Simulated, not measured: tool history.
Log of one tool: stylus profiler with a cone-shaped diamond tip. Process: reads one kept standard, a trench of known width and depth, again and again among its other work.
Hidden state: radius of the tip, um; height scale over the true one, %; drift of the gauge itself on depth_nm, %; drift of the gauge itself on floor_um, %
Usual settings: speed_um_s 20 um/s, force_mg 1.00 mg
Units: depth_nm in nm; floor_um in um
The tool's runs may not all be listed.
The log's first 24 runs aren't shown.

run,day,speed_um_s,force_mg,scans with this tip,hours of work since the height scale was calibrated,depth_nm,floor_um
25,59.796,38,0.49,20876,259,100.74,97.85
26,61.917,59,0.84,21117,289,100.90,97.84
27,64.371,59,0.84,21395,324,100.91,97.81
28,66.975,11,0.56,21691,361,100.74,98.31
29,70.517,29,0.65,22093,411,100.87,98.10
30,72.942,9,2.16,22368,445,101.59,98.35
31,76.308,9,2.16,22750,493,101.61,98.28
32,79.021,10,0.50,23058,531,100.71,98.28
33,81.758,10,0.50,23368,570,100.75,98.24
34,85.238,10,0.50,23763,619,100.71,98.25
35,88.525,10,0.50,24136,665,100.95,98.30
36,90.317,6,1.21,24340,691,101.28,98.33
37,92.942,11,2.89,24637,728,101.87,98.33
38,95.204,11,2.89,24894,760,101.83,98.25
39,98.250,13,2.89,25240,803,102.06,98.29
40,100.238,13,2.89,25465,831,102.11,98.30
41,102.062,13,2.89,25672,857,101.99,98.25

Run 42 comes next. What will it give?
42,103.662,13,2.89,25854,879,?,?

depth_nm: 102.10 nm
floor_um: 98.24 um
Without the tool's hidden state the same run would have given depth_nm 101.66 nm, floor_um 98.66 um.
